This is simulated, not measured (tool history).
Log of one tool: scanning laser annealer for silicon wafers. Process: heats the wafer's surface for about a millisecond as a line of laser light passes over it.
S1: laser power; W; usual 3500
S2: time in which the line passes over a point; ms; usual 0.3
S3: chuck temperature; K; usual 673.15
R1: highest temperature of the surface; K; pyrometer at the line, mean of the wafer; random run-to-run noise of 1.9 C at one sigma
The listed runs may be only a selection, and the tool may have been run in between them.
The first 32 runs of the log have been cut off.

run 33 day=28.321 | S1=3633 S2=0.245 S3=685.15 | R1=1356.15
run 34 day=29.221 | S1=3633 S2=0.229 S3=685.15 | R1=1328.15
run 35 day=30.354 | S1=3633 S2=0.229 S3=685.15 | R1=1326.15
run 36 day=31.271 | S1=3532 S2=0.301 S3=701.15 | R1=1423.15
run 37 day=32.346 | S1=3532 S2=0.301 S3=701.15 | R1=1419.15
run 38 day=33.158 | S1=3532 S2=0.301 S3=646.15 | R1=1362.15
run 39 day=33.75 | S1=3104 S2=0.301 S3=708.15 | R1=1312.15
run 40 day=34.746 | S1=3646 S2=0.376 S3=673.15 | R1=1516.15

Here are 3 independent what-if runs from the current tool condition. What would each one return?
run A day=35.483 | S1=3646 S2=0.368 S3=673.15 | R1=?
run B day=35.483 | S1=3396 S2=0.376 S3=673.15 | R1=?
run C day=35.483 | S1=3646 S2=0.257 S3=673.15 | R1=?

run=A R1=1507.15
run=B R1=1437.15
run=C R1=1352.15
Without the tool's unlogged condition, the same runs would have read:
run=A R1=1569.15
run=B R1=1494.15
run=C R1=1402.15
